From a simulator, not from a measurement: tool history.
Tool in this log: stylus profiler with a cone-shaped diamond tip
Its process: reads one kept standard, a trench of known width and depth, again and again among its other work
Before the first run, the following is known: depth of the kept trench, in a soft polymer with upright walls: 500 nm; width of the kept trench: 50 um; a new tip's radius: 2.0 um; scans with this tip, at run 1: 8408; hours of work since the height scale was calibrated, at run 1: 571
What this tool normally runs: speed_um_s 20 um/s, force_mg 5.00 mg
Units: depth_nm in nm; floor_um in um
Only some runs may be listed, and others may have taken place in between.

| run | hour | speed_um_s | force_mg | scans with this tip | hours of work since the height scale was calibrated | depth_nm | floor_um |
|---|---|---|---|---|---|---|---|
| 1 | 0.0 | 20 | 5.00 | 8408 | 571 | 512.72 | 45.99 |
|  | 68.2 | new tip fitted, height scale calibrated |
| 2 | 104.1 | 20 | 5.00 | 328 | 22 | 511.60 | 47.18 |
| 3 | 152.0 | 20 | 5.00 | 764 | 52 | 511.53 | 47.18 |
| 4 | 232.4 | 20 | 5.00 | 1496 | 102 | 511.70 | 47.05 |
| 5 | 317.9 | 20 | 5.00 | 2275 | 154 | 511.77 | 46.89 |
| 6 | 415.1 | 20 | 5.00 | 3161 | 215 | 511.88 | 46.80 |
| 7 | 492.1 | 20 | 11.94 | 3863 | 262 | 521.04 | 46.69 |
| 8 | 557.1 | 20 | 11.94 | 4455 | 302 | 521.35 | 46.59 |
| 9 | 637.5 | 9 | 7.34 | 5188 | 352 | 515.62 | 46.50 |
| 10 | 687.6 | 9 | 5.00 | 5644 | 383 | 512.19 | 46.41 |

Consider 4 possible next runs. They are alternatives, not a sequence: every one starts from the tool as it was left by run 10. What does each give?
| A | 758.1 | 5 | 6.47 | 6286 | 427 | ? | ? |
| B | 758.1 | 12 | 3.24 | 6286 | 427 | ? | ? |
| C | 758.1 | 8 | 2.15 | 6286 | 427 | ? | ? |
| D | 758.1 | 71 | 2.69 | 6286 | 427 | ? | ? |

| run | depth_nm | floor_um |
|---|---|---|
| A | 514.59 | 46.39 |
| B | 509.21 | 46.33 |
| C | 507.32 | 46.37 |
| D | 508.10 | 46.04 |
The same runs, with their run-to-run variation unchanged, on a tool lacking any hidden condition would have given:
| run | depth_nm | floor_um |
|---|---|---|
| A | 514.00 | 47.34 |
| B | 508.63 | 47.28 |
| C | 506.74 | 47.32 |
| D | 507.53 | 46.99 |
